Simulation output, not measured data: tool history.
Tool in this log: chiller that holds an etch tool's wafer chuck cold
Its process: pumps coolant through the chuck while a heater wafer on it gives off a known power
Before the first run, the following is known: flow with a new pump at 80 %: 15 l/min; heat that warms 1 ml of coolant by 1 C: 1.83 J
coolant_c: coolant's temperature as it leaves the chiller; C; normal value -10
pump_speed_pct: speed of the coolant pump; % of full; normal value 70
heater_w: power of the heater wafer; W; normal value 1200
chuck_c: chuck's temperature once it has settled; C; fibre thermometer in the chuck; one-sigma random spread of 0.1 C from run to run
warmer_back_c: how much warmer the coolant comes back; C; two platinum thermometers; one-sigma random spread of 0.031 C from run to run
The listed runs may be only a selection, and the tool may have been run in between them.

{"run": 1, "hour": 0.0, "coolant_c": -10, "pump_speed_pct": 70, "heater_w": 1200, "chuck_c": 1.7, "warmer_back_c": 3.18}
{"run": 2, "hour": 43.8, "coolant_c": -17, "pump_speed_pct": 70, "heater_w": 1200, "chuck_c": -5.5, "warmer_back_c": 3.13}
{"run": 3, "hour": 73.9, "coolant_c": -10, "pump_speed_pct": 70, "heater_w": 1200, "chuck_c": 1.5, "warmer_back_c": 3.16}
{"run": 4, "hour": 115.6, "coolant_c": -10, "pump_speed_pct": 81, "heater_w": 1200, "chuck_c": 0.6, "warmer_back_c": 2.79}
{"run": 5, "hour": 136.7, "coolant_c": -10, "pump_speed_pct": 81, "heater_w": 1200, "chuck_c": 0.7, "warmer_back_c": 2.8}
{"run": 6, "hour": 182.2, "coolant_c": -10, "pump_speed_pct": 70, "heater_w": 1200, "chuck_c": 1.7, "warmer_back_c": 3.15}
{"run": 7, "hour": 209.9, "coolant_c": -10, "pump_speed_pct": 70, "heater_w": 879, "chuck_c": -1.4, "warmer_back_c": 2.34}
{"run": 8, "hour": 245.5, "coolant_c": -10, "pump_speed_pct": 70, "heater_w": 791, "chuck_c": -2.4, "warmer_back_c": 2.11}
{"run": 9, "hour": 288.4, "coolant_c": -10, "pump_speed_pct": 70, "heater_w": 791, "chuck_c": -2.1, "warmer_back_c": 2.14}
{"run": 10, "hour": 310.7, "coolant_c": -10, "pump_speed_pct": 70, "heater_w": 791, "chuck_c": -2.1, "warmer_back_c": 2.07}
{"run": 11, "hour": 355.2, "coolant_c": -10, "pump_speed_pct": 70, "heater_w": 791, "chuck_c": -2.2, "warmer_back_c": 2.07}
{"run": 12, "hour": 401.9, "coolant_c": -10, "pump_speed_pct": 70, "heater_w": 791, "chuck_c": -2.2, "warmer_back_c": 2.06}
{"run": 13, "hour": 451.2, "coolant_c": -10, "pump_speed_pct": 70, "heater_w": 791, "chuck_c": -2.1, "warmer_back_c": 2.1}
{"run": 14, "hour": 479.0, "coolant_c": -10, "pump_speed_pct": 70, "heater_w": 791, "chuck_c": -2.1, "warmer_back_c": 2.13}
{"run": 15, "hour": 528.6, "coolant_c": -10, "pump_speed_pct": 71, "heater_w": 1005, "chuck_c": -0.2, "warmer_back_c": 2.69}
{"hour": 537.1, "done": "coolant pump overhauled"}
{"run": 16, "hour": 570.4, "coolant_c": -10, "pump_speed_pct": 71, "heater_w": 1005, "chuck_c": 0.1, "warmer_back_c": 2.74}
{"run": 17, "hour": 597.2, "coolant_c": -16, "pump_speed_pct": 70, "heater_w": 1374, "chuck_c": -2.3, "warmer_back_c": 3.82}
{"run": 18, "hour": 648.9, "coolant_c": -16, "pump_speed_pct": 70, "heater_w": 1374, "chuck_c": -2.2, "warmer_back_c": 3.79}
{"run": 19, "hour": 695.3, "coolant_c": -18, "pump_speed_pct": 70, "heater_w": 1200, "chuck_c": -5.7, "warmer_back_c": 3.34}
{"run": 20, "hour": 741.5, "coolant_c": -7, "pump_speed_pct": 96, "heater_w": 1270, "chuck_c": 3.5, "warmer_back_c": 2.58}
{"run": 21, "hour": 763.5, "coolant_c": -11, "pump_speed_pct": 70, "heater_w": 1497, "chuck_c": 4.2, "warmer_back_c": 4.2}
{"run": 22, "hour": 785.8, "coolant_c": -11, "pump_speed_pct": 70, "heater_w": 1497, "chuck_c": 4.2, "warmer_back_c": 4.22}
{"hour": 802.6, "done": "coolant pump overhauled, once more"}
{"run": 23, "hour": 828.8, "coolant_c": -5, "pump_speed_pct": 86, "heater_w": 784, "chuck_c": 1.9, "warmer_back_c": 1.65}
{"run": 24, "hour": 860.9, "coolant_c": -4, "pump_speed_pct": 72, "heater_w": 798, "chuck_c": 3.7, "warmer_back_c": 1.97}

Consider 5 possible next runs. They are alternatives, not a sequence: every one starts from the tool as it was left by run 24. What does each give?
{"run": "A", "hour": 889.6, "coolant_c": -14, "pump_speed_pct": 93, "heater_w": 760, "chuck_c": "?", "warmer_back_c": "?"}
{"run": "B", "hour": 889.6, "coolant_c": -13, "pump_speed_pct": 76, "heater_w": 1691, "chuck_c": "?", "warmer_back_c": "?"}
{"run": "C", "hour": 889.6, "coolant_c": -10, "pump_speed_pct": 70, "heater_w": 791, "chuck_c": "?", "warmer_back_c": "?"}
{"run": "D", "hour": 889.6, "coolant_c": -5, "pump_speed_pct": 64, "heater_w": 798, "chuck_c": "?", "warmer_back_c": "?"}
{"run": "E", "hour": 889.6, "coolant_c": -10, "pump_speed_pct": 70, "heater_w": 794, "chuck_c": "?", "warmer_back_c": "?"}

run=A chuck_c=-7.7 warmer_back_c=1.47
run=B chuck_c=2.3 warmer_back_c=3.95
run=C chuck_c=-2.3 warmer_back_c=1.99
run=D chuck_c=3.2 warmer_back_c=2.18
run=E chuck_c=-2.4 warmer_back_c=1.96
Take away the tool's hidden state, keep each run's random variation, and the runs would have read:
run=A chuck_c=-8.2 warmer_back_c=1.46
run=B chuck_c=1.3 warmer_back_c=3.91
run=C chuck_c=-2.9 warmer_back_c=1.97
run=D chuck_c=2.5 warmer_back_c=2.16
run=E chuck_c=-3 warmer_back_c=1.94
